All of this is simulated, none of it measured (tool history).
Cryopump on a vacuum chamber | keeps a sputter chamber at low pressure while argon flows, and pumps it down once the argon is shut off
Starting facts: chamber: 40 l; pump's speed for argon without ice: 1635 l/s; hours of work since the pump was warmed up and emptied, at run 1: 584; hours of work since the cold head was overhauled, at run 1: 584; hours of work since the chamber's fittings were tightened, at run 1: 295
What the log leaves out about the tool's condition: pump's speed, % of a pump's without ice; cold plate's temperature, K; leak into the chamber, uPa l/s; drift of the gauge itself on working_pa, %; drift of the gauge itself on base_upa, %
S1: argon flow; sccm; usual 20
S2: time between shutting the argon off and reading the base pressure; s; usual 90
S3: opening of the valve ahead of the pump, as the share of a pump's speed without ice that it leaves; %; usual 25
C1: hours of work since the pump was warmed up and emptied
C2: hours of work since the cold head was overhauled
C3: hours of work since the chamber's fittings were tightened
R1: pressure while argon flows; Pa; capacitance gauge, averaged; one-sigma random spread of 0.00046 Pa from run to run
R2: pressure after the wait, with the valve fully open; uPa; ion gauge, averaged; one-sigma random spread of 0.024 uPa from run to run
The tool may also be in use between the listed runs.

run   hour  S1   S2  S3   C1   C2   C3      R1    R2
  1      0  20   90  25  584  584  295  0.0896  1.49
  2   15.7  20   90  51  596  596  308  0.0479  1.48
  3   29.7  24   90  25  608  608  319   0.108  1.45
  4   46.1  20   90  25  621  621  332  0.0908  1.56
  5   57.8  20   90  25  630  630  342  0.0906  1.62
  6   70.6  20   90  25  641  641  352  0.0899  1.54
  7   88.8  20   90  30  655  655  367  0.0771  1.59
     102.4  -- pump warmed up, emptied and cooled again
  8  106.7  20   90  25    3  666  377  0.0834  1.45
  9  122.6  20   70  25   16  679  390  0.0822  1.65
 10  140.4  22   90  25   31  693  405  0.0914   1.4
 11  151.4  22   90  25   40  702  413  0.0912  1.41
 12  164.5  22   90  25   50  713  424   0.091  1.43
 13    175  20   90  18   59  721  433  0.1151   1.5
 14  190.4  20   90  18   71  734  445   0.116  1.51
 15  199.3  20   90  18   78  741  452  0.1156   1.5
 16  210.9  13   90  18   88  750  462  0.0754  1.55
 17  226.6  20  175  25  101  763  474  0.0836  1.16
 18  242.4  20  175  25  113  776  487  0.0834  1.14
 19  261.1  20  175  25  129  791  502  0.0835  1.18
 20  276.6  20  122  56  141  803  515  0.0386  1.42
 21  291.4  12  153  36  153  815  527  0.0352  1.31
 22    301  14   90  25  161  823  535  0.0594   1.6
 23  314.9  13   26  51  172  834  546   0.028  3.51
 24  323.7  18  104  54  179  842  553  0.0363  1.51
 25  338.2  18  104  54  191  853  565  0.0366  1.56
 26  351.9  18  104  54  202  864  576  0.0364  1.54
 27  367.4  18  143  45  215  877  588   0.043   1.4
 28  381.9  18   41  45  226  889  600  0.0429  2.56
 29  399.8  14  290  37  241  903  615  0.0405  1.28
 30  412.3  28  181  59  251  913  625   0.053  1.35
 31  426.9  12   36  39  263  925  637   0.034  2.93
 32  438.5   8  234  34  272  935  646  0.0254  1.32
 33  450.9  20  158  40  282  945  656  0.0554  1.47

Measured minus without-hidden-state, run by run (identical run-to-run variation in each term; gauge scatter may differ):
run       R1     R2
  1   +0.007  +0.55
  2  +0.0072  +0.56
  3  +0.0088  +0.57
  4  +0.0076  +0.62
  5  +0.0078  +0.64
  6  +0.0078  +0.65
  7  +0.0081  +0.69
  8  +0.0002  +0.48
  9  +0.0004  +0.49
 10  +0.0006  +0.49
 11  +0.0007   +0.5
 12  +0.0007  +0.53
 13  +0.0008  +0.55
 14  +0.0008  +0.57
 15  +0.0009  +0.56
 16  +0.0006  +0.59
 17  +0.0012  +0.61
 18  +0.0013  +0.61
 19  +0.0014  +0.63
 20  +0.0015  +0.67
 21   +0.001  +0.69
 22  +0.0012   +0.7
 23  +0.0012  +0.72
 24  +0.0017  +0.72
 25  +0.0018  +0.76
 26  +0.0019  +0.75
 27   +0.002  +0.77
 28  +0.0022   +0.8
 29  +0.0018  +0.83
 30  +0.0036  +0.82
 31  +0.0017  +0.89
 32  +0.0011  +0.86
 33  +0.0029  +0.89
